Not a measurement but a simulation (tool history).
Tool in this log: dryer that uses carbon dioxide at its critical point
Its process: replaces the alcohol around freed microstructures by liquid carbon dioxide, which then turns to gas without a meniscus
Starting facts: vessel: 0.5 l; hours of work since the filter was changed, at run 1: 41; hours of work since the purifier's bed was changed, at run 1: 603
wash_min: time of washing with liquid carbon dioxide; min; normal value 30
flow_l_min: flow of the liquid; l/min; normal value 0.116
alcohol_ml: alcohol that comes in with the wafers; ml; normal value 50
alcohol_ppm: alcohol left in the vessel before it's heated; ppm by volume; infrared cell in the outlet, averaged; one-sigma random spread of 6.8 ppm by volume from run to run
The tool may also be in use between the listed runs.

| run | hour | wash_min | flow_l_min | alcohol_ml | hours of work since the filter was changed | hours of work since the purifier's bed was changed | alcohol_ppm |
|---|---|---|---|---|---|---|---|
| 1 | 0 | 30 | 0.116 | 50 | 41 | 603 | 520 |
| 2 | 18.7 | 30 | 0.101 | 50 | 50 | 612 | 990 |
| 3 | 40 | 28 | 0.116 | 50 | 61 | 622 | 715 |
| 4 | 68.4 | 28 | 0.116 | 50 | 74 | 636 | 753 |
| 5 | 91 | 28 | 0.116 | 50 | 85 | 647 | 775 |
| 6 | 113 | 28 | 0.116 | 50 | 96 | 658 | 786 |
| 7 | 136.2 | 30 | 0.103 | 50 | 107 | 669 | 1027 |
| 8 | 164 | 43 | 0.103 | 50 | 121 | 683 | 268 |
| 9 | 193.3 | 43 | 0.103 | 50 | 135 | 697 | 271 |
| 10 | 219.6 | 24 | 0.116 | 41 | 147 | 709 | 1346 |
| 11 | 257.4 | 41 | 0.116 | 22 | 166 | 728 | 210 |
| 12 | 286.8 | 41 | 0.116 | 22 | 180 | 742 | 215 |
| 13 | 315.9 | 41 | 0.116 | 22 | 194 | 756 | 224 |
| 14 | 348 | 41 | 0.116 | 22 | 210 | 772 | 229 |
| 15 | 367.5 | 26 | 0.091 | 25 | 219 | 781 | 1857 |

Branching from run 15: 3 alternative next runs. What would each branch give?
| A | 397.8 | 41 | 0.086 | 103 | 234 | 796 | ? |
| B | 397.8 | 18 | 0.074 | 25 | 234 | 796 | ? |
| C | 397.8 | 26 | 0.087 | 34 | 234 | 796 | ? |

| run | alcohol_ppm |
|---|---|
| A | 1588 |
| B | 7882 |
| C | 2811 |
With the hidden condition removed and each run's random variation left untouched, the same runs would have given:
| run | alcohol_ppm |
|---|---|
| A | 676 |
| B | 5839 |
| C | 1638 |
